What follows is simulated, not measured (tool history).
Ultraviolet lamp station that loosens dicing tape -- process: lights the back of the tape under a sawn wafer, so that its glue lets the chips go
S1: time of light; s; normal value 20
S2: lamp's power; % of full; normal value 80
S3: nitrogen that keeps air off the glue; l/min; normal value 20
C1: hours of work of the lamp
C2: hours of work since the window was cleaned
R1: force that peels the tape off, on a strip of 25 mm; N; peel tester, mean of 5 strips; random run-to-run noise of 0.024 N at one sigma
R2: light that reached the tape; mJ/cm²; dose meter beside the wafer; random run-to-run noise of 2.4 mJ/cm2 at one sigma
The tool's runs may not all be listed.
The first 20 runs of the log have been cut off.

run	hour	S1	S2	S3	C1	C2	R1	R2
21	635.4	20	72	20	361	108	2	199
22	671.4	13	64	32	388	135	3.503	117
23	695.5	16	80	7	406	153	4.125	173
24	730.4	14	89	22	432	179	2.455	171
25	765.7	14	89	22	458	206	2.6	161
26	800.7	11	66	8	484	232	6.448	93
27	841.2	11	82	16	515	262	4.635	113
28	866.9	15	97	8	534	281	3.796	183
29	896.5	15	97	8	556	303	3.685	179
# hour 921: window cleaned of glue's vapour
30	937.8	15	97	8	586	13	3.689	185
31	968.2	11	94	14	609	35	4.292	130
32	997.8	16	94	10	631	57	3.319	187
33	1026.9	16	94	10	653	79	3.314	186
34	1045.8	16	94	10	667	93	3.328	183
35	1073.5	18	88	36	688	114	1.497	191
36	1107.9	26	84	23	713	140	1.057	262
37	1136.5	20	80	6	735	161	4.034	184
38	1160.8	20	80	6	753	179	4.088	184
39	1180.9	20	80	6	768	194	4.224	184
40	1214.4	30	98	7	793	219	1.625	333
41	1250.1	30	98	7	820	246	1.759	332
42	1286.1	10	94	6	847	273	6.644	101

Alternative continuations, all from the tool just after run 42; predict every row:
A	1327.4	10	93	6	877	304	?	?
B	1327.4	20	65	20	877	304	?	?
C	1327.4	19	80	20	877	304	?	?
D	1327.4	21	97	21	877	304	?	?
E	1327.4	20	62	20	877	304	?	?

run	R1	R2
A	6.739	97
B	3.323	140
C	2.708	162
D	1.592	219
E	3.55	136
With no hidden state in the tool, these same runs would have given:
run	R1	R2
A	5.034	148
B	1.775	212
C	1.319	246
D	0.649	331
E	1.948	205
